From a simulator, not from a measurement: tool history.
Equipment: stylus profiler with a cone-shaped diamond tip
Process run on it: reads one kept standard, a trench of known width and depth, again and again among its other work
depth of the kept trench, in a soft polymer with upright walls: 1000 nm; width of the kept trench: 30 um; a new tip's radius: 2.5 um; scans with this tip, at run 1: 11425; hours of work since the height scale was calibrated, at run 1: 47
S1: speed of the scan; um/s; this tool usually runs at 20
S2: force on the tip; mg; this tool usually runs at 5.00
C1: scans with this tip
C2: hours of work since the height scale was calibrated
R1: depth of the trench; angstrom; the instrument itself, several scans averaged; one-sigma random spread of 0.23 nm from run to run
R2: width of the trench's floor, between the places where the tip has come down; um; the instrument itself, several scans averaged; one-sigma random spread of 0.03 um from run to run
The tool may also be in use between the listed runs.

{"run": 1, "hour": 0.0, "S1": 20, "S2": 5.0, "C1": 11425, "C2": 47, "R1": 10104.6, "R2": 25.98}
{"run": 2, "hour": 38.6, "S1": 13, "S2": 5.0, "C1": 11622, "C2": 78, "R1": 10109.3, "R2": 25.97}
{"run": 3, "hour": 86.4, "S1": 20, "S2": 2.39, "C1": 11865, "C2": 115, "R1": 10068.3, "R2": 25.91}
{"run": 4, "hour": 129.5, "S1": 20, "S2": 2.39, "C1": 12085, "C2": 149, "R1": 10065.5, "R2": 25.86}
{"run": 5, "hour": 154.2, "S1": 71, "S2": 5.0, "C1": 12211, "C2": 169, "R1": 10110.1, "R2": 25.87}
{"run": 6, "hour": 200.0, "S1": 71, "S2": 5.0, "C1": 12444, "C2": 205, "R1": 10102.4, "R2": 25.84}
{"run": 7, "hour": 244.3, "S1": 20, "S2": 5.0, "C1": 12670, "C2": 240, "R1": 10110.5, "R2": 25.94}
{"run": 8, "hour": 296.5, "S1": 20, "S2": 5.0, "C1": 12936, "C2": 281, "R1": 10103.0, "R2": 25.95}
{"run": 9, "hour": 346.9, "S1": 20, "S2": 5.0, "C1": 13193, "C2": 321, "R1": 10104.7, "R2": 25.99}
{"run": 10, "hour": 370.6, "S1": 20, "S2": 2.62, "C1": 13314, "C2": 340, "R1": 10068.6, "R2": 25.92}
{"run": 11, "hour": 415.5, "S1": 20, "S2": 3.24, "C1": 13543, "C2": 375, "R1": 10080.1, "R2": 25.96}
{"run": 12, "hour": 449.4, "S1": 20, "S2": 6.98, "C1": 13716, "C2": 402, "R1": 10131.5, "R2": 25.93}
{"run": 13, "hour": 493.8, "S1": 20, "S2": 6.98, "C1": 13942, "C2": 437, "R1": 10130.7, "R2": 26.04}
{"run": 14, "hour": 520.5, "S1": 25, "S2": 13.31, "C1": 14078, "C2": 458, "R1": 10202.9, "R2": 25.95}
{"run": 15, "hour": 563.5, "S1": 25, "S2": 13.31, "C1": 14297, "C2": 492, "R1": 10207.3, "R2": 25.98}
{"run": 16, "hour": 593.7, "S1": 6, "S2": 5.0, "C1": 14451, "C2": 516, "R1": 10104.9, "R2": 25.94}
{"run": 17, "hour": 620.8, "S1": 20, "S2": 2.01, "C1": 14589, "C2": 538, "R1": 10061.5, "R2": 25.92}
{"run": 18, "hour": 670.5, "S1": 27, "S2": 9.4, "C1": 14842, "C2": 577, "R1": 10162.4, "R2": 25.95}
{"run": 19, "hour": 706.1, "S1": 11, "S2": 9.85, "C1": 15024, "C2": 605, "R1": 10169.1, "R2": 26.0}
{"run": 20, "hour": 758.8, "S1": 11, "S2": 9.85, "C1": 15293, "C2": 647, "R1": 10167.2, "R2": 26.02}
{"run": 21, "hour": 801.5, "S1": 11, "S2": 9.85, "C1": 15510, "C2": 680, "R1": 10167.4, "R2": 26.01}
{"run": 22, "hour": 853.6, "S1": 26, "S2": 2.74, "C1": 15776, "C2": 722, "R1": 10072.0, "R2": 25.95}
{"run": 23, "hour": 893.8, "S1": 26, "S2": 2.74, "C1": 15981, "C2": 753, "R1": 10074.7, "R2": 25.98}
{"run": 24, "hour": 916.9, "S1": 26, "S2": 2.74, "C1": 16098, "C2": 772, "R1": 10070.1, "R2": 25.94}
{"run": 25, "hour": 968.7, "S1": 30, "S2": 8.64, "C1": 16363, "C2": 812, "R1": 10156.0, "R2": 25.93}

Below are 3 alternative next runs, each starting from the tool's condition after run 25. Predict each:
{"run": "A", "hour": 996.7, "S1": 56, "S2": 3.14, "C1": 16505, "C2": 835, "R1": "?", "R2": "?"}
{"run": "B", "hour": 996.7, "S1": 11, "S2": 13.87, "C1": 16505, "C2": 835, "R1": "?", "R2": "?"}
{"run": "C", "hour": 996.7, "S1": 38, "S2": 5.0, "C1": 16505, "C2": 835, "R1": "?", "R2": "?"}

run=A R1=10079.9 R2=25.88
run=B R1=10210.3 R2=25.95
run=C R1=10104.6 R2=25.91
With no hidden state in the tool, these same runs would have given:
run=A R1=10079.8 R2=25.89
run=B R1=10210.2 R2=25.96
run=C R1=10104.5 R2=25.92

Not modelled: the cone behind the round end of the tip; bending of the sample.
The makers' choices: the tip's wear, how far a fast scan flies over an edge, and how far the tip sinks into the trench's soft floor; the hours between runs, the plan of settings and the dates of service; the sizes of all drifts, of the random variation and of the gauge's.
